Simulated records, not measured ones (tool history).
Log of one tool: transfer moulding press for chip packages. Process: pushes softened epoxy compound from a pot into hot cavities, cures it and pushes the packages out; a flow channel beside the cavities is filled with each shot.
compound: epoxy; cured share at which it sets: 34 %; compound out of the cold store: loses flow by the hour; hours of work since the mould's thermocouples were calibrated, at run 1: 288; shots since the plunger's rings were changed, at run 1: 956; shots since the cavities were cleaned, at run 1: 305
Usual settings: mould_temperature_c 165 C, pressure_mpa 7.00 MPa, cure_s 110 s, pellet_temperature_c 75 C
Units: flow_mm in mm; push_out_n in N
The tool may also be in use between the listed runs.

run	hour	mould_temperature_c	pressure_mpa	cure_s	pellet_temperature_c	hours of work since the mould's thermocouples were calibrated	shots since the plunger's rings were changed	shots since the cavities were cleaned	incoming compound's hours out of the cold store	flow_mm	push_out_n
1	0.0	165	7.00	110	75	288	956	305	45.9	584	236
2	22.3	165	7.00	110	75	302	1194	543	28.2	629	264
# hour 55.5: cavities cleaned with cleaning compound and waxed
3	61.9	165	6.45	110	75	326	1600	68	46.2	553	309
4	111.3	165	6.45	110	75	357	2127	595	44.2	552	320
# hour 138.7: cavities cleaned with cleaning compound and waxed
5	155.7	165	6.45	110	75	384	2584	181	16.8	590	224
# hour 184.1: cavities cleaned with cleaning compound and waxed, once more
6	186.9	165	6.45	110	75	403	2901	29	18.5	588	218
7	218.0	165	7.00	110	71	423	3233	361	34.5	573	245
8	251.1	165	7.00	110	71	444	3586	714	11.4	621	267
# hour 270.6: cavities cleaned with cleaning compound and waxed
9	290.1	165	7.00	110	71	467	3987	209	46.3	549	234
10	318.1	165	7.00	110	71	485	4285	507	18.6	600	257
# hour 328.0: plunger's sealing rings changed
# hour 356.2: cavities cleaned with cleaning compound and waxed
11	363.5	165	7.00	135	75	511	363	78	33.2	608	192
12	395.0	165	7.00	110	75	531	698	413	11.7	664	258
# hour 441.5: cavities cleaned with cleaning compound and waxed
13	445.5	165	7.00	110	75	562	1222	43	19.2	639	211
14	484.4	165	7.00	96	75	587	1637	458	19.8	636	294
15	515.7	165	5.31	96	75	606	1970	791	44.4	510	319
# hour 527.2: cavities cleaned with cleaning compound and waxed
16	545.0	165	7.18	110	75	624	2267	190	41.0	587	210
17	584.3	165	6.95	132	65	649	2686	609	8.5	657	249
# hour 611.4: cavities cleaned with cleaning compound and waxed
18	623.5	158	7.00	135	79	672	3089	130	16.1	644	218
# hour 640.8: mould's thermocouples calibrated
19	666.3	164	7.00	115	67	16	3524	565	44.5	561	266
# hour 697.2: cavities cleaned with cleaning compound and waxed
20	705.0	164	7.00	115	67	40	3921	83	28.2	592	223
21	726.4	164	7.00	115	67	53	4149	311	28.8	587	240
# hour 749.7: plunger's sealing rings changed
22	770.8	164	7.00	115	67	80	225	758	12.3	674	278
# hour 782.6: cavities cleaned with cleaning compound and waxed
23	806.1	164	7.00	115	67	101	586	251	40.1	609	238
24	849.8	164	7.00	115	67	129	1052	717	39.5	600	281
# hour 868.2: cavities cleaned with cleaning compound and waxed
25	895.6	164	7.00	115	67	157	1525	292	27.1	622	244
26	923.5	157	6.86	141	77	174	1822	589	26.2	624	285
# hour 951.4: cavities cleaned with cleaning compound and waxed
27	956.3	157	6.86	141	77	194	2157	53	14.7	653	235
28	987.5	165	5.55	98	75	214	2489	385	11.4	582	293
29	1018.7	165	8.42	98	75	233	2822	718	22.8	666	318

How the hidden state differs across the entries between the runs, from the last listed run before each to the first after it:
Between runs 2 and 3: cavities cleaned with cleaning compound and waxed (hour 55.5)
  true mould temperature over the reading, C: 0.63 -> 0.68; pressure that reaches the compound, % of what is set: 94.48 -> 92.92; grip of the stained cavities, % over clean ones': 31.5 -> 57.3
  measured less the result without the state, flow_mm: -19 -> -22 mm; push_out_n: +59 -> +108 N
Between runs 4 and 5: cavities cleaned with cleaning compound and waxed (hour 138.7)
  true mould temperature over the reading, C: 0.74 -> 0.79; pressure that reaches the compound, % of what is set: 90.94 -> 89.25; grip of the stained cavities, % over clean ones': 62.3 -> 12.7
  measured less the result without the state, flow_mm: -28 -> -36 mm; push_out_n: +120 -> +21 N
Between runs 5 and 6: cavities cleaned with cleaning compound and waxed, once more (hour 184.1)
  true mould temperature over the reading, C: 0.79 -> 0.82; pressure that reaches the compound, % of what is set: 89.25 -> 88; grip of the stained cavities, % over clean ones': 12.7 -> 7
  measured less the result without the state, flow_mm: -36 -> -41 mm; push_out_n: +21 -> +9 N
Between runs 8 and 9: cavities cleaned with cleaning compound and waxed (hour 270.6)
  true mould temperature over the reading, C: 0.9 -> 0.95; pressure that reaches the compound, % of what is set: 85.37 -> 83.98; grip of the stained cavities, % over clean ones': 39.9 -> 15
  measured less the result without the state, flow_mm: -53 -> -51 mm; push_out_n: +71 -> +25 N
Between runs 10 and 11: plunger's sealing rings changed (hour 328.0); cavities cleaned with cleaning compound and waxed (hour 356.2)
  true mould temperature over the reading, C: 0.98 -> 1.03; pressure that reaches the compound, % of what is set: 82.85 -> 98.4; grip of the stained cavities, % over clean ones': 30.6 -> 8.7
  measured less the result without the state, flow_mm: -61 -> -7 mm; push_out_n: +54 -> +15 N
Between runs 12 and 13: cavities cleaned with cleaning compound and waxed (hour 441.5)
  true mould temperature over the reading, C: 1.07 -> 1.13; pressure that reaches the compound, % of what is set: 97.02 -> 95.07; grip of the stained cavities, % over clean ones': 27.1 -> 5.8
  measured less the result without the state, flow_mm: -12 -> -18 mm; push_out_n: +47 -> +5 N
Between runs 15 and 16: cavities cleaned with cleaning compound and waxed (hour 527.2)
  true mould temperature over the reading, C: 1.21 -> 1.24; pressure that reaches the compound, % of what is set: 92.46 -> 91.42; grip of the stained cavities, % over clean ones': 42.1 -> 14.3
  measured less the result without the state, flow_mm: -22 -> -29 mm; push_out_n: +81 -> +22 N
Between runs 17 and 18: cavities cleaned with cleaning compound and waxed (hour 611.4)
  true mould temperature over the reading, C: 1.29 -> 1.34; pressure that reaches the compound, % of what is set: 89.93 -> 88.41; grip of the stained cavities, % over clean ones': 35.4 -> 10.3
  measured less the result without the state, flow_mm: -38 -> -43 mm; push_out_n: +63 -> +11 N
Between runs 18 and 19: mould's thermocouples calibrated (hour 640.8)
  true mould temperature over the reading, C: 1.34 -> 0.27; pressure that reaches the compound, % of what is set: 88.41 -> 86.9; grip of the stained cavities, % over clean ones': 10.3 -> 33.2
  measured less the result without the state, flow_mm: -43 -> -41 mm; push_out_n: +11 -> +64 N
Between runs 19 and 20: cavities cleaned with cleaning compound and waxed (hour 697.2)
  true mould temperature over the reading, C: 0.27 -> 0.31; pressure that reaches the compound, % of what is set: 86.9 -> 85.41; grip of the stained cavities, % over clean ones': 33.2 -> 8.2
  measured less the result without the state, flow_mm: -41 -> -49 mm; push_out_n: +64 -> +15 N
Between runs 21 and 22: plunger's sealing rings changed (hour 749.7)
  true mould temperature over the reading, C: 0.34 -> 0.39; pressure that reaches the compound, % of what is set: 84.51 -> 99.18; grip of the stained cavities, % over clean ones': 22.3 -> 39.3
  measured less the result without the state, flow_mm: -52 -> -4 mm; push_out_n: +41 -> +78 N
Between runs 22 and 23: cavities cleaned with cleaning compound and waxed (hour 782.6)
  true mould temperature over the reading, C: 0.39 -> 0.43; pressure that reaches the compound, % of what is set: 99.18 -> 97.82; grip of the stained cavities, % over clean ones': 39.3 -> 17
  measured less the result without the state, flow_mm: -4 -> -8 mm; push_out_n: +78 -> +31 N
Between runs 24 and 25: cavities cleaned with cleaning compound and waxed (hour 868.2)
  true mould temperature over the reading, C: 0.48 -> 0.53; pressure that reaches the compound, % of what is set: 96.11 -> 94.41; grip of the stained cavities, % over clean ones': 38.8 -> 19.5
  measured less the result without the state, flow_mm: -12 -> -19 mm; push_out_n: +75 -> +36 N
Between runs 26 and 27: cavities cleaned with cleaning compound and waxed (hour 951.4)
  true mould temperature over the reading, C: 0.57 -> 0.61; pressure that reaches the compound, % of what is set: 93.38 -> 92.15; grip of the stained cavities, % over clean ones': 33 -> 5.8
  measured less the result without the state, flow_mm: -23 -> -28 mm; push_out_n: +66 -> +8 N
